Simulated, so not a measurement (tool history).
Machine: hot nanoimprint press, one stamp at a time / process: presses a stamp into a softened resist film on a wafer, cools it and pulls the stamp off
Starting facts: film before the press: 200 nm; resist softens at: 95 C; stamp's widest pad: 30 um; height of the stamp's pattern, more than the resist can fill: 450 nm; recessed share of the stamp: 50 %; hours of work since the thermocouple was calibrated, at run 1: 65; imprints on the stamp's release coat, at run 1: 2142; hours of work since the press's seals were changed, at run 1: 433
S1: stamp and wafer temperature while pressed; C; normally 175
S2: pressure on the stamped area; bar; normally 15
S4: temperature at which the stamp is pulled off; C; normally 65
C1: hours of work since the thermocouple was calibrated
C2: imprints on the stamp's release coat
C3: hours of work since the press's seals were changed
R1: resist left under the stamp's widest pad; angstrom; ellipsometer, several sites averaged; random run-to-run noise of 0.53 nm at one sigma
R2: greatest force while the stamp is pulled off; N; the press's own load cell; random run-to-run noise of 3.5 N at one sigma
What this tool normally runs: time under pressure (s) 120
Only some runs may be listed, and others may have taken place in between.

{"run": 1, "hour": 0.0, "S1": 175, "S2": 15, "time under pressure (s)": 120, "S4": 65, "C1": 65, "C2": 2142, "C3": 433, "R1": 780, "R2": 267}
{"run": 2, "hour": 12.9, "S1": 175, "S2": 15, "time under pressure (s)": 120, "S4": 60, "C1": 75, "C2": 2209, "C3": 443, "R1": 791, "R2": 285}
{"run": 3, "hour": 25.0, "S1": 175, "S2": 15, "time under pressure (s)": 120, "S4": 65, "C1": 85, "C2": 2271, "C3": 453, "R1": 786, "R2": 285}
{"run": 4, "hour": 46.6, "S1": 175, "S2": 15, "time under pressure (s)": 120, "S4": 65, "C1": 102, "C2": 2383, "C3": 470, "R1": 783, "R2": 276}
{"hour": 74.4, "done": "stamp cleaned and given a new release coat"}
{"run": 5, "hour": 74.4, "S1": 175, "S2": 12.7, "time under pressure (s)": 120, "S4": 65, "C1": 119, "C2": 0, "C3": 487, "R1": 861, "R2": 166}
{"run": 6, "hour": 93.5, "S1": 175, "S2": 12.7, "time under pressure (s)": 120, "S4": 65, "C1": 135, "C2": 99, "C3": 502, "R1": 855, "R2": 167}
{"run": 7, "hour": 109.2, "S1": 175, "S2": 15, "time under pressure (s)": 120, "S4": 63, "C1": 147, "C2": 180, "C3": 515, "R1": 792, "R2": 179}
{"run": 8, "hour": 131.9, "S1": 175, "S2": 11.2, "time under pressure (s)": 120, "S4": 65, "C1": 165, "C2": 297, "C3": 533, "R1": 924, "R2": 179}
{"run": 9, "hour": 150.8, "S1": 175, "S2": 15, "time under pressure (s)": 136, "S4": 65, "C1": 180, "C2": 395, "C3": 548, "R1": 760, "R2": 182}
{"run": 10, "hour": 166.8, "S1": 175, "S2": 15, "time under pressure (s)": 120, "S4": 65, "C1": 193, "C2": 477, "C3": 560, "R1": 808, "R2": 186}
{"run": 11, "hour": 192.3, "S1": 175, "S2": 15, "time under pressure (s)": 61, "S4": 65, "C1": 213, "C2": 609, "C3": 581, "R1": 1020, "R2": 188}
{"run": 12, "hour": 214.0, "S1": 175, "S2": 15, "time under pressure (s)": 120, "S4": 65, "C1": 230, "C2": 721, "C3": 598, "R1": 816, "R2": 195}
{"run": 13, "hour": 231.6, "S1": 175, "S2": 15, "time under pressure (s)": 120, "S4": 65, "C1": 244, "C2": 812, "C3": 612, "R1": 815, "R2": 202}
{"run": 14, "hour": 247.5, "S1": 175, "S2": 15, "time under pressure (s)": 120, "S4": 65, "C1": 257, "C2": 894, "C3": 624, "R1": 799, "R2": 209}
{"run": 15, "hour": 269.7, "S1": 175, "S2": 15, "time under pressure (s)": 120, "S4": 65, "C1": 274, "C2": 1009, "C3": 642, "R1": 816, "R2": 205}
{"run": 16, "hour": 284.3, "S1": 175, "S2": 13.9, "time under pressure (s)": 120, "S4": 65, "C1": 286, "C2": 1084, "C3": 653, "R1": 846, "R2": 214}
{"run": 17, "hour": 295.7, "S1": 164, "S2": 23.7, "time under pressure (s)": 89, "S4": 65, "C1": 295, "C2": 1143, "C3": 662, "R1": 1199, "R2": 217}
{"run": 18, "hour": 307.8, "S1": 164, "S2": 23.7, "time under pressure (s)": 89, "S4": 65, "C1": 304, "C2": 1206, "C3": 672, "R1": 1199, "R2": 230}
{"run": 19, "hour": 329.6, "S1": 179, "S2": 21, "time under pressure (s)": 93, "S4": 65, "C1": 322, "C2": 1318, "C3": 689, "R1": 642, "R2": 224}
{"hour": 342.9, "done": "press's hydraulic seals changed and the load cell set to zero"}
{"hour": 366.2, "done": "plate thermocouple calibrated"}
{"run": 20, "hour": 367.2, "S1": 181, "S2": 12.9, "time under pressure (s)": 93, "S4": 65, "C1": 1, "C2": 1456, "C3": 17, "R1": 708, "R2": 238}
{"run": 21, "hour": 386.4, "S1": 182, "S2": 12, "time under pressure (s)": 93, "S4": 65, "C1": 16, "C2": 1555, "C3": 32, "R1": 713, "R2": 233}

The next listed run, before its measurement:
{"run": 22, "hour": 403.3, "S1": 182, "S2": 12, "time under pressure (s)": 93, "S4": 65, "C1": 29, "C2": 1642, "C3": 46, "R1": "?", "R2": "?"}

{"run 22": {"R1": 721, "R2": 242}}
Take away the tool's hidden state, keep the run-to-run variation as it was, and the same run would have given R1 716 angstrom, R2 167 N.
